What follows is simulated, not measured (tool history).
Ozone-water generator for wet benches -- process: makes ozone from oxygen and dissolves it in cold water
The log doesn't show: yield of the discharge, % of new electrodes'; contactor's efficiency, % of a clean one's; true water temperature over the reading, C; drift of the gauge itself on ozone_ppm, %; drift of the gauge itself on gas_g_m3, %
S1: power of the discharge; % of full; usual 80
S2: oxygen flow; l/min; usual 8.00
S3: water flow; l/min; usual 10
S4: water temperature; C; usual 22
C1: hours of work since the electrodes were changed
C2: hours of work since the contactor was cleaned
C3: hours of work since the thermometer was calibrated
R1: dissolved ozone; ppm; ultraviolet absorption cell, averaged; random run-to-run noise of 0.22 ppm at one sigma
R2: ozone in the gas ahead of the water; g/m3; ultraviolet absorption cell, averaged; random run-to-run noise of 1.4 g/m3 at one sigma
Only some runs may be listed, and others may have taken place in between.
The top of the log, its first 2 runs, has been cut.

run,hour,S1,S2,S3,S4,C1,C2,C3,R1,R2
3,243.7,80,8.00,10,22,3107,2271,709,31.6,269.8
4,398.4,80,8.00,10,22,3243,2407,845,31.9,269.2
5,470.1,80,8.00,10,22,3306,2470,907,31.9,265.2
6,569.1,80,8.00,6,22,3393,2557,994,42.2,265.9
7,715.1,80,8.00,6,22,3521,2685,1122,42.1,267.8
8,823.4,80,8.00,6,22,3616,2780,1218,42.0,265.6
9,935.0,80,8.00,6,22,3714,2878,1315,42.2,266.8
10,1095.9,80,8.00,6,22,3855,3020,1457,41.8,265.6
11,1239.8,80,8.00,6,22,3982,3146,1583,42.0,266.8
12,1356.2,80,8.00,6,22,4084,3248,1685,42.2,265.6
# hour 1409.6: contactor cleaned
13,1453.3,80,8.00,6,22,4166,38,1767,42.4,266.6
14,1561.7,80,8.00,6,20,4261,134,1862,43.8,265.0
15,1712.1,46,8.00,10,22,4393,266,1994,20.1,166.1
16,1844.4,80,8.00,10,22,4509,382,2110,31.7,264.3
17,1972.4,57,8.00,12,19,4621,494,2223,22.7,196.5
18,2111.5,87,5.43,7,26,4743,616,2345,42.3,340.6
19,2223.7,80,6.26,10,21,4842,715,2443,34.3,294.6
20,2362.3,55,9.15,8,19,4964,836,2565,27.0,177.2
21,2453.9,55,11.82,16,19,5044,917,2645,16.2,156.7
22,2570.5,55,11.82,16,19,5146,1019,2748,16.4,155.6

For run 23, what comes out?
23,2718.9,94,6.61,10,27,5277,1149,2878,?,?

Run 23 yielded R1 33.7 ppm, R2 332.0 g/m3.
Take away the tool's hidden state, keep the run-to-run variation as it was, and the same run would have given R1 33.7 ppm, R2 341.9 g/m3.
